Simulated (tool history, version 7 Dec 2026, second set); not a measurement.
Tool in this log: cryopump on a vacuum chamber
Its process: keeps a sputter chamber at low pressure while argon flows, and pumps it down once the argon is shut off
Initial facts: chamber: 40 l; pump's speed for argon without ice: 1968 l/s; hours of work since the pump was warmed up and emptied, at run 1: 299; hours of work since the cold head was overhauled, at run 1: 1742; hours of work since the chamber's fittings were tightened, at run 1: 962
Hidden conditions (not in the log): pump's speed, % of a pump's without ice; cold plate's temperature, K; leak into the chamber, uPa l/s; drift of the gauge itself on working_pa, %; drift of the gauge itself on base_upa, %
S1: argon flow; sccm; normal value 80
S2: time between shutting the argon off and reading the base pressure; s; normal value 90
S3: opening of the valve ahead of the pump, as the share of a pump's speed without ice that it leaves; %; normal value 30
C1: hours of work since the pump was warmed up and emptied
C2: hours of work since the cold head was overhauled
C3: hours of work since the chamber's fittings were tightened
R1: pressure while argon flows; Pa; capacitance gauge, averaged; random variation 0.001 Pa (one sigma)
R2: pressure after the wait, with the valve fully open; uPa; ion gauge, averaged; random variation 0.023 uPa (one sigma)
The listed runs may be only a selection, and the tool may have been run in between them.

| run | day | S1 | S2 | S3 | C1 | C2 | C3 | R1 | R2 |
|---|---|---|---|---|---|---|---|---|---|
| 1 | 0 | 80 | 90 | 30 | 299 | 1742 | 962 | 0.2464 | 2.2 |
|  | 1.921 | pump warmed up, emptied and cooled again |
| 2 | 2.142 | 80 | 90 | 30 | 3 | 1770 | 991 | 0.2285 | 1.92 |
| 3 | 4.725 | 80 | 102 | 30 | 41 | 1808 | 1029 | 0.232 | 1.96 |
| 4 | 6.758 | 80 | 102 | 30 | 71 | 1838 | 1059 | 0.2331 | 2.02 |
| 5 | 8.929 | 72 | 90 | 30 | 103 | 1870 | 1091 | 0.2112 | 2.18 |
| 6 | 10.804 | 72 | 90 | 30 | 131 | 1898 | 1119 | 0.2118 | 2.29 |
| 7 | 12.392 | 72 | 90 | 30 | 155 | 1922 | 1142 | 0.2124 | 2.34 |
| 8 | 15.258 | 72 | 90 | 30 | 197 | 1964 | 1185 | 0.2151 | 2.33 |
| 9 | 18.246 | 80 | 90 | 30 | 241 | 2008 | 1229 | 0.2422 | 2.55 |
| 10 | 19.575 | 80 | 253 | 30 | 261 | 2028 | 1248 | 0.2423 | 2.12 |
| 11 | 22.525 | 80 | 253 | 16 | 304 | 2071 | 1292 | 0.4475 | 2.19 |
|  | 24.088 | pump warmed up, emptied and cooled again |
| 12 | 24.4 | 80 | 253 | 16 | 5 | 2096 | 1316 | 0.4301 | 1.96 |
| 13 | 25.9 | 80 | 90 | 30 | 27 | 2118 | 1339 | 0.2326 | 2.4 |
| 14 | 27.208 | 80 | 90 | 30 | 46 | 2137 | 1358 | 0.2336 | 2.43 |
| 15 | 29.058 | 80 | 90 | 30 | 73 | 2164 | 1385 | 0.2326 | 2.47 |
| 16 | 30.758 | 80 | 90 | 30 | 98 | 2190 | 1410 | 0.2355 | 2.59 |
| 17 | 33.196 | 80 | 90 | 30 | 134 | 2225 | 1446 | 0.2389 | 2.65 |
| 18 | 35.792 | 80 | 90 | 30 | 173 | 2264 | 1485 | 0.2398 | 2.76 |
|  | 38.912 | leaking fittings of the chamber tightened, without venting |
| 19 | 38.912 | 80 | 139 | 35 | 218 | 2309 | 0 | 0.2087 | 0.53 |
| 20 | 40.733 | 80 | 139 | 35 | 244 | 2335 | 27 | 0.2098 | 0.59 |
| 21 | 43.517 | 40 | 99 | 30 | 285 | 2377 | 68 | 0.1214 | 0.79 |
| 22 | 44.825 | 86 | 90 | 30 | 305 | 2396 | 87 | 0.2645 | 0.9 |

What will run 23 give?
|  | 46.354 | pump warmed up, emptied and cooled again |
| 23 | 46.558 | 86 | 90 | 30 | 3 | 2418 | 110 | ? | ? |

Run 23 yielded R1 0.2488 Pa, R2 0.89 uPa.
The same run, on a tool lacking any hidden state, would have yielded R1 0.2459 Pa, R2 0.75 uPa.
